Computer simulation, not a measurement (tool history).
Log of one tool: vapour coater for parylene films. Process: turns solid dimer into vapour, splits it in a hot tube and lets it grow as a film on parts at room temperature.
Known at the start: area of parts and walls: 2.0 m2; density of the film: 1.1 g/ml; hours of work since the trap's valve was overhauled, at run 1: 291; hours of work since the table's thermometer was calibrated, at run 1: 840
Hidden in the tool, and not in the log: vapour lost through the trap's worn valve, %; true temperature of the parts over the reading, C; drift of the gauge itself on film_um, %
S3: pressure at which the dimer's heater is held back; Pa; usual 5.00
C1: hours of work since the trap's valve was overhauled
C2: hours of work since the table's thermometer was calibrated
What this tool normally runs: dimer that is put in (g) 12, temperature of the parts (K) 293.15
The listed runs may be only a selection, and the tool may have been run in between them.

run 1 hour=0.0 | dimer_that_is_put_in_(g)=12 temperature_of_the_parts_(K)=293.15 S3=5.00 | C1=291 C2=840 | thickness_of_the_film_(µm)=2.84
run 2 hour=30.3 | dimer_that_is_put_in_(g)=12 temperature_of_the_parts_(K)=293.15 S3=5.00 | C1=316 C2=865 | thickness_of_the_film_(µm)=2.82
run 3 hour=72.5 | dimer_that_is_put_in_(g)=12 temperature_of_the_parts_(K)=293.15 S3=5.00 | C1=351 C2=900 | thickness_of_the_film_(µm)=2.81
-- hour=91.9 trap's valve overhauled
run 4 hour=102.7 | dimer_that_is_put_in_(g)=7 temperature_of_the_parts_(K)=293.15 S3=5.00 | C1=9 C2=921 | thickness_of_the_film_(µm)=1.58
run 5 hour=147.9 | dimer_that_is_put_in_(g)=7 temperature_of_the_parts_(K)=293.15 S3=3.52 | C1=46 C2=958 | thickness_of_the_film_(µm)=1.66
run 6 hour=189.0 | dimer_that_is_put_in_(g)=7 temperature_of_the_parts_(K)=293.15 S3=3.52 | C1=80 C2=992 | thickness_of_the_film_(µm)=1.62
run 7 hour=215.5 | dimer_that_is_put_in_(g)=12 temperature_of_the_parts_(K)=293.15 S3=5.00 | C1=102 C2=1014 | thickness_of_the_film_(µm)=2.67
run 8 hour=259.8 | dimer_that_is_put_in_(g)=12 temperature_of_the_parts_(K)=293.15 S3=5.00 | C1=138 C2=1051 | thickness_of_the_film_(µm)=2.59
run 9 hour=307.5 | dimer_that_is_put_in_(g)=12 temperature_of_the_parts_(K)=293.15 S3=5.00 | C1=177 C2=1090 | thickness_of_the_film_(µm)=2.57
-- hour=343.3 trap's valve overhauled, once more
run 10 hour=361.9 | dimer_that_is_put_in_(g)=12 temperature_of_the_parts_(K)=293.15 S3=5.00 | C1=15 C2=1131 | thickness_of_the_film_(µm)=3.10
run 11 hour=382.8 | dimer_that_is_put_in_(g)=12 temperature_of_the_parts_(K)=293.15 S3=5.00 | C1=33 C2=1149 | thickness_of_the_film_(µm)=3.07
run 12 hour=412.7 | dimer_that_is_put_in_(g)=12 temperature_of_the_parts_(K)=293.15 S3=5.00 | C1=57 C2=1173 | thickness_of_the_film_(µm)=3.09
run 13 hour=453.9 | dimer_that_is_put_in_(g)=12 temperature_of_the_parts_(K)=293.15 S3=5.00 | C1=91 C2=1207 | thickness_of_the_film_(µm)=3.02
run 14 hour=483.4 | dimer_that_is_put_in_(g)=12 temperature_of_the_parts_(K)=293.15 S3=5.00 | C1=115 C2=1231 | thickness_of_the_film_(µm)=3.03
run 15 hour=534.5 | dimer_that_is_put_in_(g)=12 temperature_of_the_parts_(K)=293.15 S3=5.00 | C1=157 C2=1273 | thickness_of_the_film_(µm)=2.93
run 16 hour=579.7 | dimer_that_is_put_in_(g)=12 temperature_of_the_parts_(K)=293.15 S3=5.00 | C1=195 C2=1311 | thickness_of_the_film_(µm)=2.91
run 17 hour=600.7 | dimer_that_is_put_in_(g)=18 temperature_of_the_parts_(K)=294.15 S3=5.00 | C1=212 C2=1328 | thickness_of_the_film_(µm)=4.12
run 18 hour=635.6 | dimer_that_is_put_in_(g)=18 temperature_of_the_parts_(K)=294.15 S3=5.00 | C1=241 C2=1357 | thickness_of_the_film_(µm)=4.05
run 19 hour=676.3 | dimer_that_is_put_in_(g)=18 temperature_of_the_parts_(K)=294.15 S3=5.00 | C1=274 C2=1390 | thickness_of_the_film_(µm)=4.09
-- hour=689.8 table's thermometer calibrated
run 20 hour=718.2 | dimer_that_is_put_in_(g)=6 temperature_of_the_parts_(K)=294.15 S3=5.57 | C1=308 C2=23 | thickness_of_the_film_(µm)=1.40
run 21 hour=766.7 | dimer_that_is_put_in_(g)=8 temperature_of_the_parts_(K)=294.15 S3=8.95 | C1=348 C2=63 | thickness_of_the_film_(µm)=1.66
-- hour=792.7 trap's valve overhauled
run 22 hour=814.2 | dimer_that_is_put_in_(g)=8 temperature_of_the_parts_(K)=304.15 S3=9.16 | C1=18 C2=99 | thickness_of_the_film_(µm)=1.28
run 23 hour=859.9 | dimer_that_is_put_in_(g)=8 temperature_of_the_parts_(K)=304.15 S3=9.16 | C1=55 C2=137 | thickness_of_the_film_(µm)=1.23
run 24 hour=883.8 | dimer_that_is_put_in_(g)=15 temperature_of_the_parts_(K)=293.15 S3=5.00 | C1=75 C2=156 | thickness_of_the_film_(µm)=3.85
run 25 hour=906.6 | dimer_that_is_put_in_(g)=12 temperature_of_the_parts_(K)=288.15 S3=4.22 | C1=94 C2=175 | thickness_of_the_film_(µm)=3.94
run 26 hour=931.8 | dimer_that_is_put_in_(g)=12 temperature_of_the_parts_(K)=293.15 S3=2.79 | C1=115 C2=196 | thickness_of_the_film_(µm)=3.42
run 27 hour=977.9 | dimer_that_is_put_in_(g)=12 temperature_of_the_parts_(K)=293.15 S3=2.79 | C1=153 C2=234 | thickness_of_the_film_(µm)=3.42
run 28 hour=1004.6 | dimer_that_is_put_in_(g)=12 temperature_of_the_parts_(K)=293.15 S3=2.79 | C1=174 C2=256 | thickness_of_the_film_(µm)=3.35
run 29 hour=1039.1 | dimer_that_is_put_in_(g)=12 temperature_of_the_parts_(K)=293.15 S3=2.79 | C1=203 C2=284 | thickness_of_the_film_(µm)=3.36

Predict each of these 3 candidate next runs independently; none follows another, all start after run 29:
run A hour=1064.2 | dimer_that_is_put_in_(g)=6 temperature_of_the_parts_(K)=293.15 S3=3.98 | C1=224 C2=305 | thickness_of_the_film_(µm)=?
run B hour=1064.2 | dimer_that_is_put_in_(g)=12 temperature_of_the_parts_(K)=298.15 S3=3.63 | C1=224 C2=305 | thickness_of_the_film_(µm)=?
run C hour=1064.2 | dimer_that_is_put_in_(g)=12 temperature_of_the_parts_(K)=291.15 S3=4.47 | C1=224 C2=305 | thickness_of_the_film_(µm)=?

run=A thickness_of_the_film_(µm)=1.53
run=B thickness_of_the_film_(µm)=2.57
run=C thickness_of_the_film_(µm)=3.26
Take away the tool's hidden state, keep each run's random variation, and the runs would have read:
run=A thickness_of_the_film_(µm)=1.67
run=B thickness_of_the_film_(µm)=2.81
run=C thickness_of_the_film_(µm)=3.57
